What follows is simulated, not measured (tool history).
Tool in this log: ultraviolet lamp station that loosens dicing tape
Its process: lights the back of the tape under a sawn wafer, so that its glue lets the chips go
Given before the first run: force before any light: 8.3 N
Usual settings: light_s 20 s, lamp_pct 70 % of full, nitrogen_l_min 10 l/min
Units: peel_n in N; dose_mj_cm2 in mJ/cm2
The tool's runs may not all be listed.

{"run": 1, "hour": 0.0, "light_s": 20, "lamp_pct": 70, "nitrogen_l_min": 10, "peel_n": 0.523, "dose_mj_cm2": 264}
{"run": 2, "hour": 15.2, "light_s": 20, "lamp_pct": 70, "nitrogen_l_min": 10, "peel_n": 0.526, "dose_mj_cm2": 264}
{"run": 3, "hour": 32.0, "light_s": 20, "lamp_pct": 70, "nitrogen_l_min": 10, "peel_n": 0.537, "dose_mj_cm2": 262}
{"run": 4, "hour": 47.1, "light_s": 20, "lamp_pct": 70, "nitrogen_l_min": 19, "peel_n": 0.375, "dose_mj_cm2": 262}
{"run": 5, "hour": 56.0, "light_s": 23, "lamp_pct": 70, "nitrogen_l_min": 10, "peel_n": 0.42, "dose_mj_cm2": 298}
{"run": 6, "hour": 63.9, "light_s": 23, "lamp_pct": 70, "nitrogen_l_min": 10, "peel_n": 0.445, "dose_mj_cm2": 297}
{"run": 7, "hour": 74.8, "light_s": 23, "lamp_pct": 84, "nitrogen_l_min": 10, "peel_n": 0.311, "dose_mj_cm2": 347}
{"run": 8, "hour": 92.6, "light_s": 20, "lamp_pct": 70, "nitrogen_l_min": 10, "peel_n": 0.588, "dose_mj_cm2": 251}
{"run": 9, "hour": 105.5, "light_s": 11, "lamp_pct": 70, "nitrogen_l_min": 10, "peel_n": 1.673, "dose_mj_cm2": 135}
{"run": 10, "hour": 117.8, "light_s": 11, "lamp_pct": 64, "nitrogen_l_min": 10, "peel_n": 1.962, "dose_mj_cm2": 123}
{"run": 11, "hour": 130.2, "light_s": 11, "lamp_pct": 64, "nitrogen_l_min": 10, "peel_n": 1.999, "dose_mj_cm2": 124}
{"run": 12, "hour": 141.1, "light_s": 11, "lamp_pct": 64, "nitrogen_l_min": 10, "peel_n": 2.065, "dose_mj_cm2": 123}
{"run": 13, "hour": 157.7, "light_s": 11, "lamp_pct": 64, "nitrogen_l_min": 10, "peel_n": 1.991, "dose_mj_cm2": 128}
{"run": 14, "hour": 173.1, "light_s": 11, "lamp_pct": 64, "nitrogen_l_min": 10, "peel_n": 2.053, "dose_mj_cm2": 120}
{"run": 15, "hour": 189.5, "light_s": 11, "lamp_pct": 64, "nitrogen_l_min": 10, "peel_n": 2.074, "dose_mj_cm2": 120}
{"run": 16, "hour": 202.5, "light_s": 11, "lamp_pct": 87, "nitrogen_l_min": 10, "peel_n": 1.317, "dose_mj_cm2": 161}
{"run": 17, "hour": 219.1, "light_s": 11, "lamp_pct": 87, "nitrogen_l_min": 10, "peel_n": 1.366, "dose_mj_cm2": 157}
{"run": 18, "hour": 232.9, "light_s": 11, "lamp_pct": 87, "nitrogen_l_min": 10, "peel_n": 1.373, "dose_mj_cm2": 158}
{"run": 19, "hour": 248.5, "light_s": 11, "lamp_pct": 87, "nitrogen_l_min": 6, "peel_n": 1.824, "dose_mj_cm2": 159}
{"run": 20, "hour": 257.5, "light_s": 11, "lamp_pct": 87, "nitrogen_l_min": 6, "peel_n": 1.855, "dose_mj_cm2": 157}
{"run": 21, "hour": 266.0, "light_s": 11, "lamp_pct": 87, "nitrogen_l_min": 6, "peel_n": 1.904, "dose_mj_cm2": 152}
{"run": 22, "hour": 279.6, "light_s": 11, "lamp_pct": 87, "nitrogen_l_min": 6, "peel_n": 1.965, "dose_mj_cm2": 155}
{"run": 23, "hour": 291.3, "light_s": 20, "lamp_pct": 70, "nitrogen_l_min": 7, "peel_n": 0.988, "dose_mj_cm2": 226}
{"run": 24, "hour": 301.5, "light_s": 20, "lamp_pct": 70, "nitrogen_l_min": 7, "peel_n": 0.977, "dose_mj_cm2": 223}
{"run": 25, "hour": 319.7, "light_s": 20, "lamp_pct": 71, "nitrogen_l_min": 3, "peel_n": 1.613, "dose_mj_cm2": 222}
{"run": 26, "hour": 337.3, "light_s": 10, "lamp_pct": 86, "nitrogen_l_min": 15, "peel_n": 1.506, "dose_mj_cm2": 136}
{"run": 27, "hour": 354.9, "light_s": 35, "lamp_pct": 70, "nitrogen_l_min": 16, "peel_n": 0.242, "dose_mj_cm2": 375}
{"run": 28, "hour": 366.2, "light_s": 35, "lamp_pct": 70, "nitrogen_l_min": 16, "peel_n": 0.238, "dose_mj_cm2": 370}
{"run": 29, "hour": 382.0, "light_s": 35, "lamp_pct": 70, "nitrogen_l_min": 16, "peel_n": 0.242, "dose_mj_cm2": 373}
{"run": 30, "hour": 399.5, "light_s": 25, "lamp_pct": 72, "nitrogen_l_min": 10, "peel_n": 0.509, "dose_mj_cm2": 266}
{"run": 31, "hour": 409.3, "light_s": 18, "lamp_pct": 79, "nitrogen_l_min": 5, "peel_n": 1.324, "dose_mj_cm2": 213}
{"run": 32, "hour": 421.4, "light_s": 18, "lamp_pct": 79, "nitrogen_l_min": 5, "peel_n": 1.331, "dose_mj_cm2": 209}
{"run": 33, "hour": 438.3, "light_s": 18, "lamp_pct": 79, "nitrogen_l_min": 5, "peel_n": 1.348, "dose_mj_cm2": 206}
{"run": 34, "hour": 455.8, "light_s": 28, "lamp_pct": 83, "nitrogen_l_min": 11, "peel_n": 0.33, "dose_mj_cm2": 333}
{"run": 35, "hour": 470.5, "light_s": 30, "lamp_pct": 70, "nitrogen_l_min": 10, "peel_n": 0.431, "dose_mj_cm2": 298}
{"run": 36, "hour": 483.5, "light_s": 30, "lamp_pct": 70, "nitrogen_l_min": 10, "peel_n": 0.426, "dose_mj_cm2": 295}
{"run": 37, "hour": 499.4, "light_s": 20, "lamp_pct": 86, "nitrogen_l_min": 18, "peel_n": 0.448, "dose_mj_cm2": 242}
{"run": 38, "hour": 508.6, "light_s": 20, "lamp_pct": 86, "nitrogen_l_min": 18, "peel_n": 0.428, "dose_mj_cm2": 242}
{"run": 39, "hour": 524.1, "light_s": 12, "lamp_pct": 62, "nitrogen_l_min": 5, "peel_n": 3.311, "dose_mj_cm2": 102}
{"run": 40, "hour": 537.8, "light_s": 14, "lamp_pct": 71, "nitrogen_l_min": 17, "peel_n": 1.377, "dose_mj_cm2": 138}
{"run": 41, "hour": 550.6, "light_s": 21, "lamp_pct": 65, "nitrogen_l_min": 17, "peel_n": 0.79, "dose_mj_cm2": 185}
{"run": 42, "hour": 563.2, "light_s": 21, "lamp_pct": 65, "nitrogen_l_min": 17, "peel_n": 0.815, "dose_mj_cm2": 184}
{"run": 43, "hour": 571.9, "light_s": 21, "lamp_pct": 65, "nitrogen_l_min": 17, "peel_n": 0.813, "dose_mj_cm2": 181}
{"run": 44, "hour": 584.7, "light_s": 21, "lamp_pct": 65, "nitrogen_l_min": 17, "peel_n": 0.835, "dose_mj_cm2": 182}

Alternative continuations, all from the tool just after run 44; predict every row:
{"run": "A", "hour": 600.3, "light_s": 25, "lamp_pct": 96, "nitrogen_l_min": 5, "peel_n": "?", "dose_mj_cm2": "?"}
{"run": "B", "hour": 600.3, "light_s": 23, "lamp_pct": 82, "nitrogen_l_min": 17, "peel_n": "?", "dose_mj_cm2": "?"}
{"run": "C", "hour": 600.3, "light_s": 17, "lamp_pct": 67, "nitrogen_l_min": 15, "peel_n": "?", "dose_mj_cm2": "?"}

run=A peel_n=0.634 dose_mj_cm2=315
run=B peel_n=0.439 dose_mj_cm2=248
run=C peel_n=1.252 dose_mj_cm2=145
The same runs, with their run-to-run variation unchanged, on a tool lacking any hidden condition would have given:
run=A peel_n=0.243 dose_mj_cm2=579
run=B peel_n=0.21 dose_mj_cm2=455
run=C peel_n=0.39 dose_mj_cm2=270

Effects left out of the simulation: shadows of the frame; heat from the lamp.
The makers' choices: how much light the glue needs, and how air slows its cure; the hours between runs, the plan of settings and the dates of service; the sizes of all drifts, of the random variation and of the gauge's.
